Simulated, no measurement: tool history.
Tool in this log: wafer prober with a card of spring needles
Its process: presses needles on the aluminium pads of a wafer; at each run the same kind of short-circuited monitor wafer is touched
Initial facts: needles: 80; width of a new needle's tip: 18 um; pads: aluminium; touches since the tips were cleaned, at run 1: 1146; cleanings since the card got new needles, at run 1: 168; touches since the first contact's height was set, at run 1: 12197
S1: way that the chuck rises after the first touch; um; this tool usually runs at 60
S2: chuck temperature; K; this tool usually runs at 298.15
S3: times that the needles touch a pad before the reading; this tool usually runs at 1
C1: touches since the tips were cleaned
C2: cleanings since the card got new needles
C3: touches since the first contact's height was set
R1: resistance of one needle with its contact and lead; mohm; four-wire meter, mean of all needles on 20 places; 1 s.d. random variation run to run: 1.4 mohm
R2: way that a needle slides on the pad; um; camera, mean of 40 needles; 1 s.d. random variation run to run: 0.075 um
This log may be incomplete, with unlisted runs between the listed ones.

Run 1, hour 0: usual settings; C1 1146; C2 168; C3 12197. Result: R1 125 mohm, R2 10.88 um.
At hour 10.5: tips cleaned on abrasive film.
At hour 27.3: tips cleaned on abrasive film.
Run 2, hour 32.1: usual settings; C1 1035; C2 170; C3 19009. Result: R1 124 mohm, R2 10.75 um.
At hour 42.6: tips cleaned on abrasive film.
At hour 56.5: tips cleaned on abrasive film.
At hour 70.4: tips cleaned on abrasive film.
At hour 86.2: tips cleaned on abrasive film.
Run 3, hour 86.2: usual settings; C1 0; C2 174; C3 30463. Result: R1 124 mohm, R2 10.78 um.
At hour 103.6: tips cleaned on abrasive film.
At hour 117.5: tips cleaned on abrasive film.
Run 4, hour 117.9: usual settings but S1 47 um; C1 96; C2 176; C3 37189. Result: R1 135 mohm, R2 8.45 um.
At hour 131.8: tips cleaned on abrasive film.
At hour 149.1: tips cleaned on abrasive film.
Run 5, hour 152.7: usual settings but S1 47 um; C1 757; C2 178; C3 44561. Result: R1 134 mohm, R2 8.44 um.
At hour 163.2: tips cleaned on abrasive film.
At hour 177.1: tips cleaned on abrasive film.
At hour 193.9: tips cleaned on abrasive film.
At hour 211: tips cleaned on abrasive film.
Run 6, hour 214.4: usual settings; C1 733; C2 182; C3 57652. Result: R1 126 mohm, R2 10.82 um.
At hour 228.2: tips cleaned on abrasive film.
At hour 245.4: tips cleaned on abrasive film.
Run 7, hour 256.2: usual settings; C1 2292; C2 184; C3 66518. Result: R1 128 mohm, R2 10.82 um.
At hour 259.7: tips cleaned on abrasive film.
At hour 277: tips cleaned on abrasive film.
At hour 293.9: tips cleaned on abrasive film.
At hour 311.3: tips cleaned on abrasive film.
Run 8, hour 322.1: usual settings but S2 310.15 K; C1 2307; C2 188; C3 80499. Result: R1 130 mohm, R2 10.72 um.
At hour 325.7: tips cleaned on abrasive film.
At hour 342.9: tips cleaned on abrasive film.
At hour 359.7: tips cleaned on abrasive film.
At hour 373.7: tips cleaned on abrasive film.
Run 9, hour 376.7: usual settings but S1 53 um; C1 659; C2 192; C3 92072. Result: R1 129 mohm, R2 9.62 um.
At hour 390.1: tips cleaned on abrasive film.
At hour 404: tips cleaned on abrasive film.
At hour 421.3: tips cleaned on abrasive film.
At hour 438: tips cleaned on abrasive film.
Run 10, hour 443.6: usual settings; C1 1194; C2 196; C3 106251. Result: R1 125 mohm, R2 10.81 um.
At hour 453.6: tips cleaned on abrasive film.
At hour 470.7: tips cleaned on abrasive film.
At hour 484.6: tips cleaned on abrasive film.
At hour 501.4: tips cleaned on abrasive film.
Run 11, hour 507.5: usual settings; C1 1300; C2 200; C3 119803. Result: R1 127 mohm, R2 10.87 um.
At hour 518: tips cleaned on abrasive film.
At hour 531.9: tips cleaned on abrasive film.
At hour 549.2: tips cleaned on abrasive film.
At hour 566.6: tips cleaned on abrasive film.
Run 12, hour 572.6: usual settings; C1 1289; C2 204; C3 133607. Result: R1 127 mohm, R2 10.71 um.
At hour 582.9: tips cleaned on abrasive film.
At hour 596.8: tips cleaned on abrasive film.
Run 13, hour 609.9: usual settings but S1 78 um; C1 2807; C2 206; C3 141531. Result: R1 122 mohm, R2 13.72 um.
At hour 613.5: tips cleaned on abrasive film.
At hour 630.4: tips cleaned on abrasive film.
At hour 644.3: tips cleaned on abrasive film.
At hour 661.2: tips cleaned on abrasive film.
Run 14, hour 668.2: usual settings; C1 1488; C2 210; C3 153866. Result: R1 124 mohm, R2 10.66 um.
At hour 675.1: tips cleaned on abrasive film.
At hour 689: tips cleaned on abrasive film.
At hour 705.4: tips cleaned on abrasive film.
At hour 719.3: tips cleaned on abrasive film.
Run 15, hour 720.1: usual settings but S1 51 um, S3 2; C1 177; C2 214; C3 164871. Result: R1 130 mohm, R2 9.04 um.
At hour 734: tips cleaned on abrasive film.
At hour 751.1: tips cleaned on abrasive film.
Run 16, hour 760.1: usual settings but S1 51 um, S3 2; C1 1925; C2 216; C3 173360. Result: R1 129 mohm, R2 9.08 um.
At hour 767.1: tips cleaned on abrasive film.
At hour 784.5: tips cleaned on abrasive film.
Run 17, hour 792.1: usual settings but S1 63 um, S2 364.15 K, S3 2; C1 1625; C2 218; C3 180142. Result: R1 134 mohm, R2 11.29 um.
At hour 799.1: tips cleaned on abrasive film.
At hour 802.9: height of the first contact set anew.
At hour 816.5: tips cleaned on abrasive film.
At hour 833.9: tips cleaned on abrasive film.
At hour 850: tips cleaned on abrasive film.
Run 18, hour 851.2: usual settings but S1 63 um, S2 305.15 K; C1 266; C2 222; C3 10258. Result: R1 128 mohm, R2 11.19 um.
At hour 865.1: tips cleaned on abrasive film.
At hour 882.2: tips cleaned on abrasive film.
Run 19, hour 885.2: usual settings but S1 63 um, S2 368.15 K, S3 2; C1 652; C2 224; C3 17470. Result: R1 137 mohm, R2 11.25 um.
At hour 898.4: tips cleaned on abrasive film.
At hour 915.5: tips cleaned on abrasive film.
At hour 932.3: tips cleaned on abrasive film.
Run 20, hour 944.3: usual settings but S1 65 um; C1 2567; C2 227; C3 30021. Result: R1 128 mohm, R2 11.68 um.
At hour 947.9: tips cleaned on abrasive film.
At hour 961.8: tips cleaned on abrasive film.
At hour 978.5: tips cleaned on abrasive film.
Run 21, hour 978.7: usual settings but S1 65 um; C1 43; C2 230; C3 37283. Result: R1 125 mohm, R2 11.75 um.
At hour 992.6: tips cleaned on abrasive film.
At hour 1006.5: tips cleaned on abrasive film.
At hour 1023.3: tips cleaned on abrasive film.
At hour 1040.7: tips cleaned on abrasive film.
Run 22, hour 1042.9: usual settings but S1 65 um, S3 2; C1 477; C2 234; C3 50898. Result: R1 127 mohm, R2 11.71 um.
At hour 1056.8: tips cleaned on abrasive film.
At hour 1073.9: tips cleaned on abrasive film.
At hour 1087.8: tips cleaned on abrasive film.
Run 23, hour 1098.5: usual settings but S1 64 um, S2 299.15 K; C1 2263; C2 237; C3 62689. Result: R1 128 mohm, R2 11.51 um.
At hour 1102: tips cleaned on abrasive film.
At hour 1118.9: tips cleaned on abrasive film.
At hour 1135.6: tips cleaned on abrasive film.
Run 24, hour 1148.2: usual settings but S1 64 um, S2 299.15 K; C1 2685; C2 240; C3 73229. Result: R1 123 mohm, R2 11.41 um.
At hour 1151.7: tips cleaned on abrasive film.
At hour 1168.5: tips cleaned on abrasive film.
At hour 1185.9: tips cleaned on abrasive film.
At hour 1203.2: tips cleaned on abrasive film.
Run 25, hour 1204.2: usual settings but S1 64 um, S2 299.15 K; C1 207; C2 244; C3 85093. Result: R1 124 mohm, R2 11.36 um.
At hour 1217.6: tips cleaned on abrasive film.
At hour 1234.6: tips cleaned on abrasive film.
At hour 1251.6: tips cleaned on abrasive film.
Run 26, hour 1252.5: usual settings but S2 390.15 K; C1 190; C2 247; C3 95340. Result: R1 141 mohm, R2 10.87 um.
At hour 1266.4: tips cleaned on abrasive film.
At hour 1282.7: tips cleaned on abrasive film.
At hour 1299.8: tips cleaned on abrasive film.
At hour 1317: tips cleaned on abrasive film.
Run 27, hour 1323: usual settings but S1 44 um, S3 2; C1 1261; C2 251; C3 110293. Result: R1 131 mohm, R2 7.83 um.

4 options for the next run, each taken on its own from the tool as it stands now. Forecast them:
At hour 1332.9: tips cleaned on abrasive film.
At hour 1350.3: tips cleaned on abrasive film.
Run A, hour 1360.2: usual settings but S1 43 um; C1 2105; C2 253; C3 118190. Result: R1 ?, R2 ?.
At hour 1332.9: tips cleaned on abrasive film.
At hour 1350.3: tips cleaned on abrasive film.
Run B, hour 1360.2: usual settings; C1 2105; C2 253; C3 118190. Result: R1 ?, R2 ?.
At hour 1332.9: tips cleaned on abrasive film.
At hour 1350.3: tips cleaned on abrasive film.
Run C, hour 1360.2: usual settings but S2 332.15 K; C1 2105; C2 253; C3 118190. Result: R1 ?, R2 ?.
At hour 1332.9: tips cleaned on abrasive film.
At hour 1350.3: tips cleaned on abrasive film.
Run D, hour 1360.2: usual settings but S1 44 um, S2 377.15 K, S3 2; C1 2105; C2 253; C3 118190. Result: R1 ?, R2 ?.

run   R1     R2
  A  133    7.7
  B  127  10.65
  C  136  10.83
  D  148   7.98
The same runs, with their run-to-run variation unchanged, on a tool lacking any hidden condition would have given:
run   R1     R2
  A  132    7.7
  B  127  10.65
  C  135  10.83
  D  148   7.98

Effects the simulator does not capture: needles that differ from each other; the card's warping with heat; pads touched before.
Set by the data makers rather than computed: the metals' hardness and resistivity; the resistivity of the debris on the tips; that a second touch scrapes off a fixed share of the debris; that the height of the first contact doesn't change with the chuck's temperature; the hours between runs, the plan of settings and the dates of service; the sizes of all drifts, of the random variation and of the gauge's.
